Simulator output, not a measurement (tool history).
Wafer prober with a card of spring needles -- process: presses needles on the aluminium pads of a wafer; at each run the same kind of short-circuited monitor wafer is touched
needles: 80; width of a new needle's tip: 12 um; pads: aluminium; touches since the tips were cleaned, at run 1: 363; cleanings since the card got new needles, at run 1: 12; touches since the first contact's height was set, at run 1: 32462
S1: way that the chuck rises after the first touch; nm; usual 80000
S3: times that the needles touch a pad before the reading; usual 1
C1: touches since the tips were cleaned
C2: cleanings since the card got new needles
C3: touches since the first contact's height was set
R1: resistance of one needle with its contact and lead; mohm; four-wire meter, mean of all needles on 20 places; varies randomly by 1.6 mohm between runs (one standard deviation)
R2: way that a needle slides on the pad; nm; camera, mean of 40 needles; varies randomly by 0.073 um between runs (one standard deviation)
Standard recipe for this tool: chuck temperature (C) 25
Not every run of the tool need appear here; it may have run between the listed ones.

Run 1, hour 0.0: usual settings; C1 363; C2 12; C3 32462. Result: R1 161 mohm, R2 13290 nm.
At hour 7.4: tips cleaned on abrasive film.
Run 2, hour 11.0: usual settings; C1 948; C2 13; C3 35333. Result: R1 168 mohm, R2 13300 nm.
At hour 16.1: tips cleaned on abrasive film.
Run 3, hour 16.4: usual settings; C1 96; C2 14; C3 36744. Result: R1 157 mohm, R2 13200 nm.
At hour 24.8: tips cleaned on abrasive film.
Run 4, hour 25.5: usual settings; C1 202; C2 15; C3 39127. Result: R1 159 mohm, R2 13300 nm.
Run 5, hour 31.4: usual settings; C1 1752; C2 15; C3 40677. Result: R1 176 mohm, R2 13330 nm.
At hour 34.0: tips cleaned on abrasive film.
Run 6, hour 38.5: usual settings but chuck temperature (C) 85; C1 1193; C2 16; C3 42516. Result: R1 181 mohm, R2 13220 nm.
At hour 42.6: tips cleaned on abrasive film.
Run 7, hour 46.1: usual settings but chuck temperature (C) 85; C1 925; C2 17; C3 44514. Result: R1 178 mohm, R2 13180 nm.
At hour 51.5: tips cleaned on abrasive film.
Run 8, hour 54.9: usual settings but chuck temperature (C) 85; C1 891; C2 18; C3 46804. Result: R1 179 mohm, R2 13310 nm.
At hour 60.3: tips cleaned on abrasive film.
Run 9, hour 64.0: usual settings but chuck temperature (C) 85; C1 976; C2 19; C3 49167. Result: R1 181 mohm, R2 13260 nm.
At hour 69.5: tips cleaned on abrasive film.
Run 10, hour 71.9: usual settings but chuck temperature (C) 85; C1 633; C2 20; C3 51224. Result: R1 172 mohm, R2 13110 nm.
At hour 78.2: tips cleaned on abrasive film.
Run 11, hour 80.8: usual settings but chuck temperature (C) 95; C1 683; C2 21; C3 53554. Result: R1 174 mohm, R2 13170 nm.
At hour 86.7: tips cleaned on abrasive film.
Run 12, hour 88.6: usual settings but chuck temperature (C) 95; C1 518; C2 22; C3 55597. Result: R1 177 mohm, R2 13130 nm.
At hour 95.9: tips cleaned on abrasive film.
Run 13, hour 100.6: usual settings but chuck temperature (C) 95; C1 1219; C2 23; C3 58724. Result: R1 180 mohm, R2 13170 nm.
At hour 105.1: tips cleaned on abrasive film.
Run 14, hour 109.1: usual settings but S1 68000 nm, chuck temperature (C) 51; C1 1073; C2 24; C3 60963. Result: R1 175 mohm, R2 11260 nm.
At hour 114.2: tips cleaned on abrasive film.
Run 15, hour 115.3: usual settings but S1 73000 nm, chuck temperature (C) 96, S3 3; C1 294; C2 25; C3 62571. Result: R1 170 mohm, R2 12050 nm.
At hour 122.7: tips cleaned on abrasive film.
Run 16, hour 127.7: usual settings but S1 73000 nm, chuck temperature (C) 96, S3 3; C1 1330; C2 26; C3 65812. Result: R1 175 mohm, R2 12040 nm.
At hour 131.6: tips cleaned on abrasive film.
Run 17, hour 135.5: usual settings but S1 63000 nm, chuck temperature (C) 91, S3 3; C1 1014; C2 27; C3 67833. Result: R1 178 mohm, R2 10270 nm.
At hour 140.8: tips cleaned on abrasive film.
Run 18, hour 143.4: usual settings but chuck temperature (C) 40, S3 3; C1 668; C2 28; C3 69890. Result: R1 162 mohm, R2 13200 nm.
At hour 149.8: tips cleaned on abrasive film.
Run 19, hour 155.3: usual settings but S3 2; C1 1452; C2 29; C3 73019. Result: R1 164 mohm, R2 13150 nm.
At hour 158.5: tips cleaned on abrasive film.
Run 20, hour 161.4: usual settings but S1 89000 nm; C1 759; C2 30; C3 74601. Result: R1 165 mohm, R2 14520 nm.
At hour 167.0: tips cleaned on abrasive film.
Run 21, hour 169.8: usual settings but S1 89000 nm, S3 2; C1 750; C2 31; C3 76805. Result: R1 165 mohm, R2 14620 nm.
At hour 175.4: tips cleaned on abrasive film.
Run 22, hour 177.9: usual settings but S1 78000 nm; C1 649; C2 32; C3 78902. Result: R1 166 mohm, R2 12600 nm.
Run 23, hour 183.1: usual settings but S1 78000 nm, chuck temperature (C) 56; C1 2037; C2 32; C3 80290. Result: R1 183 mohm, R2 12710 nm.
At hour 184.1: tips cleaned on abrasive film.
Run 24, hour 191.5: usual settings but S1 92000 nm, chuck temperature (C) 55; C1 1934; C2 33; C3 82461. Result: R1 179 mohm, R2 15070 nm.
At hour 193.5: tips cleaned on abrasive film.
Run 25, hour 200.3: usual settings but S1 99000 nm; C1 1783; C2 34; C3 84760. Result: R1 172 mohm, R2 16280 nm.
At hour 202.4: tips cleaned on abrasive film.
Run 26, hour 206.7: usual settings but chuck temperature (C) 35; C1 1145; C2 35; C3 86440. Result: R1 172 mohm, R2 13000 nm.

3 ways to go on from here, each from the tool as it stands after run 26. What would each give?
At hour 210.7: tips cleaned on abrasive film.
Run A, hour 217.3: usual settings but S1 67000 nm; C1 1735; C2 36; C3 89209. Result: R1 ?, R2 ?.
At hour 210.7: tips cleaned on abrasive film.
Run B, hour 217.3: usual settings but S3 2; C1 1735; C2 36; C3 89209. Result: R1 ?, R2 ?.
At hour 210.7: tips cleaned on abrasive film.
Run C, hour 217.3: usual settings but chuck temperature (C) 81; C1 1735; C2 36; C3 89209. Result: R1 ?, R2 ?.

run   R1     R2
  A  181  10900
  B  168  12990
  C  185  13030
With no hidden state in the tool, these same runs would have given:
run   R1     R2
  A  155  11350
  B  156  13440
  C  167  13480

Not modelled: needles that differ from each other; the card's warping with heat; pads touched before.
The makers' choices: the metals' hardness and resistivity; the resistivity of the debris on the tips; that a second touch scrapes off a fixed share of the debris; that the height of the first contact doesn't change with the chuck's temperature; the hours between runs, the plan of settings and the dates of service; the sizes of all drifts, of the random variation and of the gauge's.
